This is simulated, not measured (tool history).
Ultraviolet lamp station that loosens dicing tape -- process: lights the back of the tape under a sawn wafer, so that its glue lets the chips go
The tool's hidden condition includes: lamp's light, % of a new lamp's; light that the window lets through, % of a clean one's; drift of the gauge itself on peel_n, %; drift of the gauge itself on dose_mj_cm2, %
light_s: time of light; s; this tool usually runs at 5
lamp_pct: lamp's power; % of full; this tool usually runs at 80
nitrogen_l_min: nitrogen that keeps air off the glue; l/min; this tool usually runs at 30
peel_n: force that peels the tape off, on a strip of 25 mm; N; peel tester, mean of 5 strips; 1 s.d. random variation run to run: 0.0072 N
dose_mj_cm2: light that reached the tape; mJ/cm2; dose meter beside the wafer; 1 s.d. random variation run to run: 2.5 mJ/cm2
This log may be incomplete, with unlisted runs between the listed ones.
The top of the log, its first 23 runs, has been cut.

run   hour  light_s  lamp_pct  nitrogen_l_min  hours of work of the lamp  hours of work since the window was cleaned  peel_n  dose_mj_cm2
 24  258.6        4        69              14                        636                                         379   1.780          163
 25  268.2        4        67              11                        643                                         386   2.165          156
 26  282.6        4        67              11                        654                                         398   2.157          153
 27  295.1        4        61              36                        664                                         407   1.104          140
 28  311.5        4        88              48                        677                                         420   0.385          201
     317.7  -- window cleaned of glue's vapour
 29  327.4        3        88              48                        689                                           8   0.717          159
 30  338.6        3        88              48                        698                                          16   0.687          153
 31  355.3        3        88              48                        711                                          29   0.727          155
 32  366.9        3        88              48                        720                                          38   0.731          157
 33  383.1       10        63              18                        733                                          51   0.266          371
 34  397.3        2        80              24                        744                                          62   2.688           89
 35  409.5        5        95              24                        753                                          72   0.369          277
 36  416.4        5        95              24                        759                                          77   0.373          276
 37  429.6        5        95              24                        769                                          88   0.355          272
 38  437.7       10        95              40                        775                                          94   0.142          546
 39  448.7       10        90              30                        784                                         103   0.138          519
 40  459.0       10        90              30                        792                                         111   0.142          521
 41  468.9        2        79              30                        800                                         118   2.467           88
 42  483.9        2        81              30                        811                                         130   2.432           91
 43  498.3        2        81              30                        823                                         141   2.486           91

Predict each of these 3 candidate next runs independently; none follows another, all start after run 43:
  A  513.5        2        65              30                        835                                         153       ?            ?
  B  513.5        5        98              14                        835                                         153       ?            ?
  C  513.5        3        67              15                        835                                         153       ?            ?

run  peel_n  dose_mj_cm2
  A   3.198           77
  B   0.603          274
  C   2.752          116
What these runs would have given with no unlogged condition in the tool:
run  peel_n  dose_mj_cm2
  A   2.370           98
  B   0.333          354
  C   1.955          149

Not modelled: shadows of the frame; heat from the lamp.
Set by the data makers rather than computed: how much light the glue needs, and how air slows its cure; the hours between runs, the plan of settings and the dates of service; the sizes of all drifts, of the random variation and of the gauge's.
